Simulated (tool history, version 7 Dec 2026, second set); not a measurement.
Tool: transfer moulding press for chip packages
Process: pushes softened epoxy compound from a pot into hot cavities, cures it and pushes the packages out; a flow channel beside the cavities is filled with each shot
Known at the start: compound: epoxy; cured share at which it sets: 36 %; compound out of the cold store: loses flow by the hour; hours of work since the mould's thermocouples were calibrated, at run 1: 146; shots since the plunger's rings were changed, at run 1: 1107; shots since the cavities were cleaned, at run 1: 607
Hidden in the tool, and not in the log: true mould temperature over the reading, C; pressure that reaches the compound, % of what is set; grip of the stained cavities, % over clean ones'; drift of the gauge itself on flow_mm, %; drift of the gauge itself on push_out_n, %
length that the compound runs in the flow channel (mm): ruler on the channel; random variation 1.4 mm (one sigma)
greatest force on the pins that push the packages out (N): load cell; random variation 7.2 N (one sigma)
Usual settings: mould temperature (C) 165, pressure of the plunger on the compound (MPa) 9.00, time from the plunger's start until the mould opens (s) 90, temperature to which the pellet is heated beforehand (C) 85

run	day	mould temperature (C)	pressure of the plunger on the compound (MPa)	time from the plunger's start until the mould opens (s)	temperature to which the pellet is heated beforehand (C)	hours of work since the mould's thermocouples were calibrated	shots since the plunger's rings were changed	shots since the cavities were cleaned	incoming compound's hours out of the cold store	length that the compound runs in the flow channel (mm)	greatest force on the pins that push the packages out (N)
1	0.000	165	9.00	90	85	146	1107	607	21.8	665	312
2	0.412	162	9.00	90	85	151	1201	701	37.1	626	354
3	0.842	165	9.00	107	85	156	1299	799	16.5	679	266
# day 1.800: cavities cleaned with cleaning compound and waxed
4	1.817	165	9.00	107	85	168	1506	4	34.4	623	277
5	2.688	171	9.00	90	85	179	1704	202	31.4	617	268
6	3.117	171	9.00	90	85	184	1801	299	27.2	628	276
7	4.079	171	9.00	90	85	197	2021	519	43.5	579	278
8	5.029	172	9.00	90	85	209	2236	734	24.0	633	260
9	5.958	165	9.94	90	85	220	2447	945	43.1	626	304
# day 6.267: cavities cleaned with cleaning compound and waxed
10	6.946	165	9.00	90	85	232	2658	155	34.8	623	317
11	7.867	165	9.00	90	85	244	2867	364	22.0	664	308
12	8.550	165	9.00	90	85	252	3022	519	12.0	699	326
13	9.238	165	9.00	118	85	261	3178	675	46.7	587	281
14	9.842	165	9.00	90	93	269	3316	813	12.3	695	310
15	10.312	165	9.00	129	76	275	3424	921	38.3	612	263
# day 10.746: cavities cleaned with cleaning compound and waxed
16	11.000	165	9.00	129	76	283	3566	59	39.4	609	267
17	11.658	165	7.07	90	75	291	3715	208	44.0	529	291
18	12.217	166	9.00	94	88	298	3841	334	25.0	652	291
19	13.046	166	9.00	94	88	309	4030	523	14.4	684	283
20	14.017	168	7.31	97	76	321	4251	744	45.8	525	272
21	14.792	163	8.78	94	77	331	4427	920	22.9	661	335
# day 15.262: cavities cleaned with cleaning compound and waxed
22	15.525	163	8.78	94	77	339	4580	60	36.8	616	312
23	16.446	165	7.53	73	85	351	4789	269	22.9	606	456

3 ways to go on from here, each from the tool as it stands after run 23. What would each give?
A	17.421	165	9.00	90	85	363	5011	491	25.5	?	?
B	17.421	165	9.00	103	85	363	5011	491	43.1	?	?
C	17.421	165	8.49	85	87	363	5011	491	37.4	?	?

run	length that the compound runs in the flow channel (mm)	greatest force on the pins that push the packages out (N)
A	653	316
B	599	286
C	597	301
Without the tool's hidden state the same runs would have given:
run	length that the compound runs in the flow channel (mm)	greatest force on the pins that push the packages out (N)
A	653	314
B	599	285
C	597	300
